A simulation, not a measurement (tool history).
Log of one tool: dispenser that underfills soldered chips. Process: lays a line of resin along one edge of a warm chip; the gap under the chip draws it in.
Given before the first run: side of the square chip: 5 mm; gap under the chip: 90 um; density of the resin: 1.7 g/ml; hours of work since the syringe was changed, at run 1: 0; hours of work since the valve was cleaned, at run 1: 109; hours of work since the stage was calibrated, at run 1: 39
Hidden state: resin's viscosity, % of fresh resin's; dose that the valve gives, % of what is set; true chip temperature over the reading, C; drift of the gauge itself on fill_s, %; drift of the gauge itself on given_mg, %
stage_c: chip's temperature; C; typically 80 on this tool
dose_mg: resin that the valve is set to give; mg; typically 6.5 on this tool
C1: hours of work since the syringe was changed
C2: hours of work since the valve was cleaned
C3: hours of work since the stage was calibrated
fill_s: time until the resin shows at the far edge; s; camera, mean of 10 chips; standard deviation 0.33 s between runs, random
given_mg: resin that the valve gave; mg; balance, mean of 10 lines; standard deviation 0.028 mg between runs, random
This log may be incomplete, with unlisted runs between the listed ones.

{"run": 1, "hour": 0.0, "stage_c": 80, "dose_mg": 6.5, "C1": 0, "C2": 109, "C3": 39, "fill_s": 13, "given_mg": 6.22}
{"run": 2, "hour": 5.4, "stage_c": 80, "dose_mg": 6.24, "C1": 4, "C2": 112, "C3": 42, "fill_s": 16.9, "given_mg": 5.97}
{"run": 3, "hour": 9.5, "stage_c": 80, "dose_mg": 6.24, "C1": 6, "C2": 115, "C3": 45, "fill_s": 19.1, "given_mg": 6}
{"hour": 13.3, "done": "new syringe of resin"}
{"run": 4, "hour": 13.7, "stage_c": 80, "dose_mg": 6.24, "C1": 0, "C2": 117, "C3": 47, "fill_s": 13.9, "given_mg": 5.97}
{"hour": 16.5, "done": "dispensing valve cleaned and set on the balance"}
{"run": 5, "hour": 17.9, "stage_c": 80, "dose_mg": 6.24, "C1": 2, "C2": 1, "C3": 49, "fill_s": 15.3, "given_mg": 6.28}
{"run": 6, "hour": 21.8, "stage_c": 80, "dose_mg": 6.24, "C1": 5, "C2": 3, "C3": 52, "fill_s": 17.8, "given_mg": 6.25}
{"hour": 27.8, "done": "new syringe of resin"}
{"run": 7, "hour": 28.2, "stage_c": 80, "dose_mg": 6.5, "C1": 0, "C2": 7, "C3": 56, "fill_s": 13.5, "given_mg": 6.48}
{"run": 8, "hour": 32.5, "stage_c": 80, "dose_mg": 6.5, "C1": 3, "C2": 10, "C3": 59, "fill_s": 16.3, "given_mg": 6.46}
{"run": 9, "hour": 38.7, "stage_c": 80, "dose_mg": 6.5, "C1": 7, "C2": 14, "C3": 63, "fill_s": 21.2, "given_mg": 6.41}
{"hour": 41.2, "done": "new syringe of resin"}
{"run": 10, "hour": 42.0, "stage_c": 80, "dose_mg": 6.5, "C1": 0, "C2": 16, "C3": 65, "fill_s": 14.6, "given_mg": 6.49}
{"run": 11, "hour": 46.3, "stage_c": 80, "dose_mg": 6.5, "C1": 3, "C2": 19, "C3": 67, "fill_s": 17.2, "given_mg": 6.45}
{"run": 12, "hour": 50.5, "stage_c": 80, "dose_mg": 6.5, "C1": 6, "C2": 21, "C3": 70, "fill_s": 19.8, "given_mg": 6.43}
{"hour": 54.6, "done": "new syringe of resin"}
{"run": 13, "hour": 56.2, "stage_c": 80, "dose_mg": 7.13, "C1": 1, "C2": 25, "C3": 73, "fill_s": 14.3, "given_mg": 7.05}
{"run": 14, "hour": 59.1, "stage_c": 66, "dose_mg": 7.03, "C1": 3, "C2": 27, "C3": 75, "fill_s": 27.4, "given_mg": 6.99}
{"run": 15, "hour": 65.2, "stage_c": 66, "dose_mg": 7.03, "C1": 7, "C2": 31, "C3": 79, "fill_s": 35.5, "given_mg": 6.95}

The next listed run, before its measurement:
{"hour": 68.1, "done": "new syringe of resin"}
{"run": 16, "hour": 70.4, "stage_c": 66, "dose_mg": 7.03, "C1": 1, "C2": 34, "C3": 82, "fill_s": "?", "given_mg": "?"}

fill_s: 25.5 s
given_mg: 6.97 mg
If the tool had no hidden condition, the same run with the same run-to-run variation would have returned fill_s 22.9 s, given_mg 7.04 mg.

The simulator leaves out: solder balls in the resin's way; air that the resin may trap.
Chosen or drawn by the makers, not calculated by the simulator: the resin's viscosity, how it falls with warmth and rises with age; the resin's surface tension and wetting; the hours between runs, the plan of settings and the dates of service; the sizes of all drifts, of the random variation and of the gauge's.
